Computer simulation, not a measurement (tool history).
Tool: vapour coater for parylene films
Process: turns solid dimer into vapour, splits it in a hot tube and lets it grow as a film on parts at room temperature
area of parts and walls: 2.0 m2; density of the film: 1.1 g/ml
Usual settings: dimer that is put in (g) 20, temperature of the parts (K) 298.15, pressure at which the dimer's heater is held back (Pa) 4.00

| run | hour | dimer that is put in (g) | temperature of the parts (K) | pressure at which the dimer's heater is held back (Pa) | thickness of the film (µm) |
|---|---|---|---|---|---|
| 1 | 0.0 | 20 | 298.15 | 4.00 | 6.55 |
| 2 | 13.8 | 20 | 298.15 | 4.00 | 6.57 |
| 3 | 31.6 | 20 | 298.15 | 4.00 | 6.54 |
| 4 | 51.8 | 20 | 298.15 | 4.00 | 6.54 |
| 5 | 70.4 | 33 | 298.15 | 4.00 | 10.80 |
| 6 | 83.9 | 20 | 298.15 | 4.00 | 6.55 |
| 7 | 100.7 | 20 | 298.15 | 4.00 | 6.57 |
| 8 | 123.5 | 20 | 298.15 | 4.00 | 6.56 |
| 9 | 135.7 | 20 | 298.15 | 4.00 | 6.60 |
| 10 | 159.2 | 20 | 298.15 | 4.00 | 6.52 |
| 11 | 173.9 | 8 | 298.15 | 2.09 | 2.96 |
| 12 | 184.1 | 8 | 298.15 | 2.09 | 2.95 |
| 13 | 205.2 | 20 | 295.15 | 4.00 | 7.44 |
| 14 | 222.7 | 20 | 290.15 | 3.29 | 8.91 |
| 15 | 246.0 | 20 | 301.15 | 4.00 | 5.78 |
| 16 | 261.7 | 31 | 298.15 | 3.23 | 10.62 |
| 17 | 274.4 | 31 | 298.15 | 9.42 | 8.65 |

Forecast each of these 3 alternatives for the next run:
| A | 296.8 | 15 | 296.15 | 4.09 | ? |
| B | 296.8 | 15 | 298.15 | 9.42 | ? |
| C | 296.8 | 20 | 291.15 | 10.72 | ? |

| run | thickness of the film (µm) |
|---|---|
| A | 5.36 |
| B | 4.19 |
| C | 7.33 |
Without the tool's hidden state the same runs would have given:
| run | thickness of the film (µm) |
|---|---|
| A | 5.36 |
| B | 4.19 |
| C | 7.34 |
